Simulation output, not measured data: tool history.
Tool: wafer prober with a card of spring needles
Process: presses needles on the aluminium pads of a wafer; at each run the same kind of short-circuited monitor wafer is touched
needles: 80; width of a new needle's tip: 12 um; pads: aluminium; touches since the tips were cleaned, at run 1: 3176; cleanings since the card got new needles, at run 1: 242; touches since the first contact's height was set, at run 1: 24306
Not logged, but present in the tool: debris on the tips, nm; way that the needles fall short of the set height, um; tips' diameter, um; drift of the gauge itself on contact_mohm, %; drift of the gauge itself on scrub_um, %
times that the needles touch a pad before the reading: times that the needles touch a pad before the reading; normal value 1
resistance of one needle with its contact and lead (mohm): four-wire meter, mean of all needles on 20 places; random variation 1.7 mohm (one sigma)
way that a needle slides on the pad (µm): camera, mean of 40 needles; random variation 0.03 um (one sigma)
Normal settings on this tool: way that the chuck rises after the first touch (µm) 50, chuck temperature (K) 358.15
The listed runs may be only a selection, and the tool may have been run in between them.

run,hour,way that the chuck rises after the first touch (µm),chuck temperature (K),times that the needles touch a pad before the reading,touches since the tips were cleaned,cleanings since the card got new needles,touches since the first contact's height was set,resistance of one needle with its contact and lead (mohm),way that a needle slides on the pad (µm)
1,0,50,358.15,1,3176,242,24306,168,7.22
# hour 3.4: tips cleaned on abrasive film
# hour 11.9: tips cleaned on abrasive film
# hour 20.3: tips cleaned on abrasive film
# hour 28.7: tips cleaned on abrasive film
# hour 37.2: tips cleaned on abrasive film
# hour 45.6: tips cleaned on abrasive film
# hour 54: tips cleaned on abrasive film
# hour 62.5: tips cleaned on abrasive film
2,62.6,50,358.15,1,115,250,65566,165,7.19
# hour 69.4: tips cleaned on abrasive film
# hour 77.8: tips cleaned on abrasive film
# hour 86.3: tips cleaned on abrasive film
# hour 93.2: height of the first contact set anew
# hour 95: tips cleaned on abrasive film
# hour 103.4: tips cleaned on abrasive film
# hour 111.9: tips cleaned on abrasive film
3,114,50,358.15,1,1384,256,13617,163,7.25
# hour 119.1: tips cleaned on abrasive film
# hour 125.8: tips cleaned on abrasive film
# hour 134.3: tips cleaned on abrasive film
# hour 141: tips cleaned on abrasive film
# hour 149.5: tips cleaned on abrasive film
# hour 157.9: tips cleaned on abrasive film
4,161.8,50,358.15,1,2623,262,45155,165,7.23
# hour 165.3: tips cleaned on abrasive film
# hour 173.7: tips cleaned on abrasive film
# hour 182.1: tips cleaned on abrasive film
# hour 190.6: tips cleaned on abrasive film
# hour 199: tips cleaned on abrasive film
# hour 207.4: tips cleaned on abrasive film
5,209.9,50,358.15,1,1633,268,76812,163,7.29
# hour 215: tips cleaned on abrasive film
# hour 221.7: tips cleaned on abrasive film
# hour 223.7: height of the first contact set anew
# hour 230.5: tips cleaned on abrasive film
# hour 238.2: tips cleaned on abrasive film
6,238.2,50,358.15,1,0,272,9519,168,7.25
# hour 246.6: tips cleaned on abrasive film
# hour 255: tips cleaned on abrasive film
# hour 263.5: tips cleaned on abrasive film
# hour 271.9: tips cleaned on abrasive film
# hour 280.3: tips cleaned on abrasive film
# hour 288.8: tips cleaned on abrasive film
7,291.5,36,358.15,1,1835,278,44715,170,5.19
# hour 296.6: tips cleaned on abrasive film
# hour 303.4: tips cleaned on abrasive film
# hour 311.8: tips cleaned on abrasive film
# hour 320.3: tips cleaned on abrasive film
# hour 328.7: tips cleaned on abrasive film
8,332.6,46,358.15,1,2589,283,71769,169,6.65
# hour 336: tips cleaned on abrasive film
# hour 342.8: tips cleaned on abrasive film
# hour 351.2: tips cleaned on abrasive film
# hour 354.8: height of the first contact set anew
# hour 359.9: tips cleaned on abrasive film
# hour 366.7: tips cleaned on abrasive film
# hour 375.1: tips cleaned on abrasive film
# hour 381.9: tips cleaned on abrasive film
9,383.5,46,355.15,1,1045,290,18838,164,6.66
# hour 390.2: tips cleaned on abrasive film
# hour 398.7: tips cleaned on abrasive film
# hour 407.1: tips cleaned on abrasive film
# hour 415.6: tips cleaned on abrasive film
# hour 424: tips cleaned on abrasive film
# hour 430.8: tips cleaned on abrasive film
# hour 439.2: tips cleaned on abrasive film
10,440.5,44,333.15,1,845,297,56380,159,6.41
# hour 447.2: tips cleaned on abrasive film
# hour 455.7: tips cleaned on abrasive film
# hour 462.4: tips cleaned on abrasive film
# hour 470.9: tips cleaned on abrasive film
11,473.8,44,333.15,1,1997,301,78393,162,6.37
# hour 478.9: tips cleaned on abrasive film
# hour 485.7: tips cleaned on abrasive film
# hour 486: height of the first contact set anew
# hour 494.4: tips cleaned on abrasive film
# hour 502.3: tips cleaned on abrasive film
12,502.3,44,333.15,1,0,305,10744,162,6.37

Below are 3 alternative next runs, each starting from the tool's condition after run 12. Predict each:
# hour 510.8: tips cleaned on abrasive film
# hour 519.2: tips cleaned on abrasive film
# hour 527.6: tips cleaned on abrasive film
# hour 535.5: tips cleaned on abrasive film
A,535.5,34,374.15,3,0,309,32625,?,?
# hour 510.8: tips cleaned on abrasive film
# hour 519.2: tips cleaned on abrasive film
# hour 527.6: tips cleaned on abrasive film
# hour 535.5: tips cleaned on abrasive film
B,535.5,50,366.15,1,0,309,32625,?,?
# hour 510.8: tips cleaned on abrasive film
# hour 519.2: tips cleaned on abrasive film
# hour 527.6: tips cleaned on abrasive film
# hour 535.5: tips cleaned on abrasive film
C,535.5,50,363.15,1,0,309,32625,?,?

run,resistance of one needle with its contact and lead (mohm),way that a needle slides on the pad (µm)
A,174,4.94
B,167,7.24
C,167,7.21
With the hidden condition removed and each run's random variation left untouched, the same runs would have given:
run,resistance of one needle with its contact and lead (mohm),way that a needle slides on the pad (µm)
A,174,4.94
B,167,7.24
C,167,7.21
